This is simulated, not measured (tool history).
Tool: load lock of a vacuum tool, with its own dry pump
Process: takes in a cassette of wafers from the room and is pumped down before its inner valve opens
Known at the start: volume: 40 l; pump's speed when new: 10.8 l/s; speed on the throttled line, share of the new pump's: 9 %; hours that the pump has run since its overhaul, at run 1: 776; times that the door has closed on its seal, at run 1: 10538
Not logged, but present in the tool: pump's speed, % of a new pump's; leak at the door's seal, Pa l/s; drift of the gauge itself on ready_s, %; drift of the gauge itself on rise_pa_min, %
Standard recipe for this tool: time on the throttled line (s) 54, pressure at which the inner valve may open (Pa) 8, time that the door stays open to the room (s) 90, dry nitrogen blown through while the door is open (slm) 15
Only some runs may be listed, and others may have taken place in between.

| run | hour | time on the throttled line (s) | pressure at which the inner valve may open (Pa) | time that the door stays open to the room (s) | dry nitrogen blown through while the door is open (slm) | hours that the pump has run since its overhaul | times that the door has closed on its seal | incoming humidity of the room's air, % | time from the closed door until the inner valve may open (s) | rise of the pressure with all valves shut (Pa/min) |
|---|---|---|---|---|---|---|---|---|---|---|
| 1 | 0.0 | 54 | 8 | 90 | 15 | 776 | 10538 | 43.6 | 85.3 | 0.104 |
| 2 | 120.9 | 54 | 8 | 90 | 15 | 896 | 10741 | 46.0 | 86.0 | 0.105 |
| 3 | 212.6 | 54 | 8 | 90 | 15 | 988 | 10896 | 45.0 | 84.2 | 0.106 |
| 4 | 338.0 | 54 | 8 | 90 | 15 | 1114 | 11108 | 42.4 | 85.0 | 0.106 |
| 5 | 435.7 | 54 | 8 | 90 | 15 | 1211 | 11272 | 47.2 | 85.0 | 0.114 |
| 6 | 605.8 | 54 | 8 | 90 | 15 | 1381 | 11559 | 47.2 | 85.1 | 0.113 |
| 7 | 731.0 | 54 | 8 | 90 | 15 | 1507 | 11770 | 47.4 | 85.3 | 0.110 |
| 8 | 900.8 | 54 | 8 | 90 | 15 | 1676 | 12057 | 45.1 | 85.7 | 0.108 |
| 9 | 981.3 | 54 | 10 | 90 | 16 | 1757 | 12192 | 47.5 | 84.2 | 0.118 |
| 10 | 1078.8 | 49 | 8 | 26 | 32 | 1854 | 12357 | 41.2 | 81.7 | 0.064 |
| 11 | 1266.9 | 73 | 6 | 34 | 32 | 2042 | 12674 | 43.3 | 104.4 | 0.071 |
| 12 | 1353.9 | 80 | 9 | 54 | 6 | 2129 | 12821 | 43.5 | 108.3 | 0.108 |
| 13 | 1474.2 | 54 | 8 | 140 | 7 | 2250 | 13024 | 47.3 | 85.9 | 0.163 |
| 14 | 1581.6 | 60 | 7 | 218 | 4 | 2357 | 13205 | 47.4 | 92.0 | 0.208 |

Alternative continuations, all from the tool just after run 14; predict every row:
| A | 1758.7 | 44 | 14 | 41 | 15 | 2534 | 13503 | 46.3 | ? | ? |
| B | 1758.7 | 60 | 10 | 33 | 30 | 2534 | 13503 | 43.6 | ? | ? |
| C | 1758.7 | 79 | 6 | 90 | 15 | 2534 | 13503 | 43.6 | ? | ? |

| run | time from the closed door until the inner valve may open (s) | rise of the pressure with all valves shut (Pa/min) |
|---|---|---|
| A | 74.0 | 0.099 |
| B | 90.0 | 0.074 |
| C | 109.6 | 0.113 |
With the hidden condition removed and each run's random variation left untouched, the same runs would have given:
| run | time from the closed door until the inner valve may open (s) | rise of the pressure with all valves shut (Pa/min) |
|---|---|---|
| A | 72.7 | 0.057 |
| B | 88.7 | 0.032 |
| C | 108.2 | 0.071 |
